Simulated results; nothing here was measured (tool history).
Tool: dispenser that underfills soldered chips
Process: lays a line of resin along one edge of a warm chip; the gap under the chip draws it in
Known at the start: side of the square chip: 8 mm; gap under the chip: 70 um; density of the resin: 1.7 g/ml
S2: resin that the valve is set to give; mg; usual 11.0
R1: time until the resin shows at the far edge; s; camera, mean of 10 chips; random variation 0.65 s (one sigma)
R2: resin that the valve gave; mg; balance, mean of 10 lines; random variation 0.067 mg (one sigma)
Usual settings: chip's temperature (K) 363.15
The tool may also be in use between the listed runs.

Run 1, hour 0.0: usual settings. Result: R1 118.3 s, R2 10.11 mg.
At hour 4.6: new syringe of resin.
Run 2, hour 5.7: usual settings but chip's temperature (K) 352.15. Result: R1 104.8 s, R2 10.16 mg.
Run 3, hour 12.3: usual settings. Result: R1 86.2 s, R2 10.19 mg.
Run 4, hour 22.9: usual settings. Result: R1 146.7 s, R2 10.01 mg.
At hour 24.2: new syringe of resin.
Run 5, hour 30.6: usual settings. Result: R1 82.6 s, R2 9.98 mg.
Run 6, hour 35.9: usual settings. Result: R1 105.2 s, R2 10.01 mg.
At hour 43.2: dispensing valve cleaned and set on the balance.
At hour 44.5: new syringe of resin.
Run 7, hour 45.2: usual settings. Result: R1 59.1 s, R2 11.12 mg.
Run 8, hour 55.2: usual settings. Result: R1 99.2 s, R2 10.99 mg.
Run 9, hour 61.6: usual settings but chip's temperature (K) 372.15. Result: R1 93.2 s, R2 10.95 mg.
At hour 63.6: new syringe of resin.
Run 10, hour 71.9: usual settings but chip's temperature (K) 367.15, S2 10.1 mg. Result: R1 71.2 s, R2 10.02 mg.
At hour 82.3: new syringe of resin.
Run 11, hour 82.5: usual settings but chip's temperature (K) 376.15, S2 10.3 mg. Result: R1 32.6 s, R2 10.15 mg.
Run 12, hour 91.5: usual settings but S2 13.0 mg. Result: R1 87.5 s, R2 12.86 mg.
Run 13, hour 100.2: usual settings but chip's temperature (K) 364.15, S2 9.6 mg. Result: R1 139.8 s, R2 9.49 mg.
At hour 101.0: new syringe of resin.
Run 14, hour 110.2: usual settings but chip's temperature (K) 364.15, S2 9.6 mg. Result: R1 88.8 s, R2 9.28 mg.
Run 15, hour 115.5: usual settings but chip's temperature (K) 349.15, S2 11.3 mg. Result: R1 232.7 s, R2 11.03 mg.

Run 16 comes next. What will it give?
At hour 120.0: new syringe of resin.
Run 16, hour 123.6: usual settings but chip's temperature (K) 349.15, S2 11.3 mg. Result: R1 ?, R2 ?.

R1: 132.3 s
R2: 10.99 mg
Without the tool's hidden state the same run would have given R1 112.5 s, R2 11.36 mg.

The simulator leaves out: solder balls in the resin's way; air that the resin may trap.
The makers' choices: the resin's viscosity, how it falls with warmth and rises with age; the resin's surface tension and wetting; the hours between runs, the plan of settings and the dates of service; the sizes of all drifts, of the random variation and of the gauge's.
